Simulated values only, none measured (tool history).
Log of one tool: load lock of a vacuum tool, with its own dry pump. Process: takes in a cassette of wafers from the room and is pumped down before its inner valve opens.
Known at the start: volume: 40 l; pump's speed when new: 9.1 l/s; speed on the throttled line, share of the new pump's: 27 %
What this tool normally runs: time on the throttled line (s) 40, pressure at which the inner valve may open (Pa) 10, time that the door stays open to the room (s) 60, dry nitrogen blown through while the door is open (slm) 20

| run | hour | time on the throttled line (s) | pressure at which the inner valve may open (Pa) | time that the door stays open to the room (s) | dry nitrogen blown through while the door is open (slm) | incoming humidity of the room's air, % | time from the closed door until the inner valve may open (s) | rise of the pressure with all valves shut (Pa/min) |
|---|---|---|---|---|---|---|---|---|
| 1 | 0.0 | 40 | 10 | 60 | 20 | 46.2 | 71.0 | 0.177 |
| 2 | 192.2 | 20 | 10 | 60 | 20 | 43.7 | 56.7 | 0.171 |
| 3 | 474.6 | 20 | 10 | 60 | 20 | 46.9 | 57.0 | 0.191 |
| 4 | 920.8 | 40 | 10 | 60 | 20 | 46.3 | 71.0 | 0.200 |
| 5 | 1221.7 | 40 | 10 | 27 | 20 | 47.0 | 71.7 | 0.172 |
| 6 | 1657.4 | 33 | 10 | 60 | 15 | 45.7 | 66.4 | 0.211 |
| 7 | 1957.8 | 33 | 10 | 29 | 19 | 43.1 | 66.7 | 0.199 |
| 8 | 2319.9 | 40 | 7 | 178 | 20 | 46.9 | 73.9 | 0.300 |
| 9 | 2508.2 | 54 | 9 | 60 | 20 | 44.6 | 83.0 | 0.231 |
| 10 | 2703.8 | 31 | 10 | 60 | 20 | 44.0 | 66.3 | 0.242 |

Consider 5 possible next runs. They are alternatives, not a sequence: every one starts from the tool as it was left by run 10. What does each give?
| A | 3093.4 | 22 | 10 | 60 | 43 | 47.1 | ? | ? |
| B | 3093.4 | 21 | 9 | 167 | 20 | 47.3 | ? | ? |
| C | 3093.4 | 32 | 14 | 209 | 20 | 45.9 | ? | ? |
| D | 3093.4 | 31 | 8 | 60 | 20 | 45.0 | ? | ? |
| E | 3093.4 | 31 | 14 | 230 | 20 | 45.1 | ? | ? |

| run | time from the closed door until the inner valve may open (s) | rise of the pressure with all valves shut (Pa/min) |
|---|---|---|
| A | 59.3 | 0.229 |
| B | 59.1 | 0.329 |
| C | 64.4 | 0.341 |
| D | 66.7 | 0.256 |
| E | 63.4 | 0.352 |
What these runs would have given with no unlogged condition in the tool:
| run | time from the closed door until the inner valve may open (s) | rise of the pressure with all valves shut (Pa/min) |
|---|---|---|
| A | 57.3 | 0.041 |
| B | 57.1 | 0.135 |
| C | 62.7 | 0.150 |
| D | 64.8 | 0.064 |
| E | 61.7 | 0.161 |
